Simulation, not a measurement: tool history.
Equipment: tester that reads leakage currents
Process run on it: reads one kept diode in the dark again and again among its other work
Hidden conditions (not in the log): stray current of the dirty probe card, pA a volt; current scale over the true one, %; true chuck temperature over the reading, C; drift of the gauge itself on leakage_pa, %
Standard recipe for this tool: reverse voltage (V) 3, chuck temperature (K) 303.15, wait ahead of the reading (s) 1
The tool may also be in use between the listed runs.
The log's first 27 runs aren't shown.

run    hour  reverse voltage (V)  chuck temperature (K)  wait ahead of the reading (s)  hours of work since the probe card was cleaned  hours of work since the tester was calibrated  hours of work since the chuck was calibrated  current that the tester gives (pA)
 28  1222.3                  3.6                 297.15                           0.51                                             528                                           1743                                            86                              119.64
 29  1277.3                   13                 322.15                           0.51                                             557                                           1771                                           114                             1569.12
 30  1303.4                   13                 322.15                           0.51                                             570                                           1785                                           128                             1577.74
 31  1361.1                    1                 323.15                           0.72                                             600                                           1815                                           158                              726.96
 32  1403.9                    1                 329.15                           0.72                                             622                                           1837                                           180                             1166.31
 33  1446.1                 2.11                 309.15                           3.58                                             644                                           1859                                           202                              287.37
 34  1506.1                    3                 300.15                           0.48                                             675                                           1890                                           233                              144.63
 35  1566.7                    3                 300.15                           0.48                                             707                                           1921                                           264                              144.14

Below are 4 alternative next runs, each starting from the tool's condition after run 35. Predict each:
  A  1603.7                 2.39                 300.15                           0.48                                             726                                           1940                                           284                                   ?
  B  1603.7                13.16                 303.15                           1.05                                             726                                           1940                                           284                                   ?
  C  1603.7                 4.77                 303.15                           1.12                                             726                                           1940                                           284                                   ?
  D  1603.7                    3                 300.15                           0.71                                             726                                           1940                                           284                                   ?

run  current that the tester gives (pA)
  A                              132.85
  B                               312.4
  C                              219.77
  D                               144.1
Stripped of hidden state, with their random variation kept, the same runs would have yielded:
run  current that the tester gives (pA)
  A                               139.6
  B                              321.18
  C                              229.98
  D                              151.04

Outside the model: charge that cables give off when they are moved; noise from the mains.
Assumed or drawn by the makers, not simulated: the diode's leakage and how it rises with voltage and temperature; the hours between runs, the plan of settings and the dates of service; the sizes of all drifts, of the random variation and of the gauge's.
